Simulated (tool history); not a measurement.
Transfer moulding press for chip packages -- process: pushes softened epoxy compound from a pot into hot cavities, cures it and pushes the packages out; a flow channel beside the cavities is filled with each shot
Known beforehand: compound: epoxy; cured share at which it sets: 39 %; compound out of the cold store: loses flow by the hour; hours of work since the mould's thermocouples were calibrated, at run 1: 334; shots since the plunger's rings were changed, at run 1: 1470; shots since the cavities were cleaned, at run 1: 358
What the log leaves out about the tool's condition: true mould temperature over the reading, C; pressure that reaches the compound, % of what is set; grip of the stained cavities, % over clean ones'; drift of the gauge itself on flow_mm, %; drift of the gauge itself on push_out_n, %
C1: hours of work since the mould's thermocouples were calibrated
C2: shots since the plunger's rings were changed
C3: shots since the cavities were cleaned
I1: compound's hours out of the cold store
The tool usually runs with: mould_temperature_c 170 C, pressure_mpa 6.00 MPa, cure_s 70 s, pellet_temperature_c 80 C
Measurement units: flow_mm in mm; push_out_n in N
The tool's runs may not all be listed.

{"run": 1, "day": 0.0, "mould_temperature_c": 170, "pressure_mpa": 6.0, "cure_s": 70, "pellet_temperature_c": 80, "C1": 334, "C2": 1470, "C3": 358, "I1": 19.3, "flow_mm": 600, "push_out_n": 718}
{"day": 1.033, "done": "cavities cleaned with cleaning compound and waxed"}
{"run": 2, "day": 1.4, "mould_temperature_c": 170, "pressure_mpa": 6.0, "cure_s": 70, "pellet_temperature_c": 80, "C1": 355, "C2": 2004, "C3": 147, "I1": 29.9, "flow_mm": 590, "push_out_n": 574}
{"day": 3.075, "done": "cavities cleaned with cleaning compound and waxed"}
{"run": 3, "day": 3.075, "mould_temperature_c": 170, "pressure_mpa": 6.0, "cure_s": 70, "pellet_temperature_c": 80, "C1": 380, "C2": 2647, "C3": 0, "I1": 36.9, "flow_mm": 574, "push_out_n": 429}
{"run": 4, "day": 4.038, "mould_temperature_c": 170, "pressure_mpa": 6.0, "cure_s": 70, "pellet_temperature_c": 80, "C1": 395, "C2": 3030, "C3": 383, "I1": 28.9, "flow_mm": 584, "push_out_n": 693}
{"run": 5, "day": 4.712, "mould_temperature_c": 170, "pressure_mpa": 6.0, "cure_s": 70, "pellet_temperature_c": 80, "C1": 406, "C2": 3299, "C3": 652, "I1": 45.7, "flow_mm": 557, "push_out_n": 772}
{"day": 5.046, "done": "cavities cleaned with cleaning compound and waxed"}
{"run": 6, "day": 6.383, "mould_temperature_c": 170, "pressure_mpa": 6.0, "cure_s": 73, "pellet_temperature_c": 80, "C1": 431, "C2": 3940, "C3": 533, "I1": 35.4, "flow_mm": 569, "push_out_n": 664}
{"day": 6.854, "done": "mould's thermocouples calibrated"}
{"day": 7.088, "done": "cavities cleaned with cleaning compound and waxed"}
{"run": 7, "day": 8.125, "mould_temperature_c": 170, "pressure_mpa": 6.0, "cure_s": 56, "pellet_temperature_c": 80, "C1": 19, "C2": 4576, "C3": 414, "I1": 46.5, "flow_mm": 553, "push_out_n": 1105}
{"day": 9.054, "done": "cavities cleaned with cleaning compound and waxed"}
{"run": 8, "day": 9.4, "mould_temperature_c": 170, "pressure_mpa": 6.0, "cure_s": 56, "pellet_temperature_c": 80, "C1": 38, "C2": 5059, "C3": 138, "I1": 38.4, "flow_mm": 559, "push_out_n": 821}
{"day": 11.038, "done": "cavities cleaned with cleaning compound and waxed"}
{"run": 9, "day": 11.046, "mould_temperature_c": 170, "pressure_mpa": 6.0, "cure_s": 56, "pellet_temperature_c": 80, "C1": 63, "C2": 5691, "C3": 4, "I1": 35.3, "flow_mm": 563, "push_out_n": 728}
{"day": 11.854, "done": "plunger's sealing rings changed"}
{"run": 10, "day": 11.908, "mould_temperature_c": 170, "pressure_mpa": 6.0, "cure_s": 56, "pellet_temperature_c": 80, "C1": 75, "C2": 21, "C3": 306, "I1": 25.2, "flow_mm": 602, "push_out_n": 1092}
{"run": 11, "day": 12.571, "mould_temperature_c": 170, "pressure_mpa": 6.0, "cure_s": 56, "pellet_temperature_c": 80, "C1": 85, "C2": 286, "C3": 571, "I1": 15.2, "flow_mm": 618, "push_out_n": 1298}
{"day": 13.079, "done": "cavities cleaned with cleaning compound and waxed"}
{"day": 13.6, "done": "mould's thermocouples calibrated, once more"}
{"run": 12, "day": 14.117, "mould_temperature_c": 170, "pressure_mpa": 6.0, "cure_s": 70, "pellet_temperature_c": 76, "C1": 8, "C2": 843, "C3": 380, "I1": 30.9, "flow_mm": 592, "push_out_n": 752}
{"day": 15.15, "done": "cavities cleaned with cleaning compound and waxed"}
{"run": 13, "day": 15.825, "mould_temperature_c": 172, "pressure_mpa": 6.0, "cure_s": 70, "pellet_temperature_c": 80, "C1": 34, "C2": 1500, "C3": 269, "I1": 37.3, "flow_mm": 575, "push_out_n": 579}
{"run": 14, "day": 16.508, "mould_temperature_c": 174, "pressure_mpa": 6.0, "cure_s": 86, "pellet_temperature_c": 80, "C1": 45, "C2": 1772, "C3": 541, "I1": 29.6, "flow_mm": 572, "push_out_n": 535}
{"day": 17.183, "done": "cavities cleaned with cleaning compound and waxed"}
{"run": 15, "day": 17.988, "mould_temperature_c": 170, "pressure_mpa": 6.0, "cure_s": 70, "pellet_temperature_c": 73, "C1": 67, "C2": 2337, "C3": 320, "I1": 24.6, "flow_mm": 590, "push_out_n": 738}

Run 16 is up next; what results do you expect?
{"day": 19.112, "done": "cavities cleaned with cleaning compound and waxed"}
{"run": 16, "day": 19.117, "mould_temperature_c": 170, "pressure_mpa": 7.28, "cure_s": 64, "pellet_temperature_c": 80, "C1": 84, "C2": 2763, "C3": 2, "I1": 38.1, "flow_mm": "?", "push_out_n": "?"}

{"run 16": {"flow_mm": 639, "push_out_n": 584}}
If the tool had no hidden condition, the same run with the same run-to-run variation would have returned flow_mm 658 mm, push_out_n 578 N.

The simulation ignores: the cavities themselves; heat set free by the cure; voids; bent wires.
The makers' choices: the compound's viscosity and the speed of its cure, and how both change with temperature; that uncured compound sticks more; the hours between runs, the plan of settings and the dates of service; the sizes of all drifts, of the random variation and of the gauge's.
